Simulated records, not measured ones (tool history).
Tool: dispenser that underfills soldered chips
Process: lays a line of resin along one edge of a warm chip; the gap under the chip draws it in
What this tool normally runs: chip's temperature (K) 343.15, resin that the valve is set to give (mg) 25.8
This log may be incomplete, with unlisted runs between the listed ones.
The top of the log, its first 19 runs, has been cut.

run	hour	chip's temperature (K)	resin that the valve is set to give (mg)	time until the resin shows at the far edge (s)	resin that the valve gave (mg)
20	165.8	342.15	25.7	159.5	25.36
# hour 169.4: new syringe of resin
21	171.5	345.15	22.5	118.3	22.11
# hour 178.8: new syringe of resin
22	179	345.15	22.5	105.1	21.86
# hour 188.5: new syringe of resin
23	190.9	342.15	23.7	137.5	22.89
# hour 198.3: new syringe of resin
24	198.3	333.15	29.5	182.8	28.26
25	205.6	333.15	28.3	264.8	27.11
# hour 207.7: new syringe of resin
26	214.3	338.15	26.4	200.3	25.18
# hour 217.5: new syringe of resin
# hour 226.9: new syringe of resin
# hour 227.9: dispensing valve cleaned and set on the balance
27	227.9	353.15	23.3	71.4	23.23
# hour 237.8: new syringe of resin
28	238.5	333.15	30.5	188.5	30.18
# hour 247.8: new syringe of resin
29	248.7	338.15	28.4	150.2	27.89
30	254.6	338.15	28.4	201.7	27.9
# hour 257: new syringe of resin
31	262.1	336.15	23.8	210.8	23.21

The next listed run, before its measurement:
# hour 266.7: new syringe of resin
32	270.1	355.15	31.9	?	?

{"run 32": {"time until the resin shows at the far edge (s)": 76.7, "resin that the valve gave (mg)": 30.98}}
With the hidden condition absent and the run-to-run variation left alone, this run would have shown time until the resin shows at the far edge (s) 62.5, resin that the valve gave (mg) 31.93.

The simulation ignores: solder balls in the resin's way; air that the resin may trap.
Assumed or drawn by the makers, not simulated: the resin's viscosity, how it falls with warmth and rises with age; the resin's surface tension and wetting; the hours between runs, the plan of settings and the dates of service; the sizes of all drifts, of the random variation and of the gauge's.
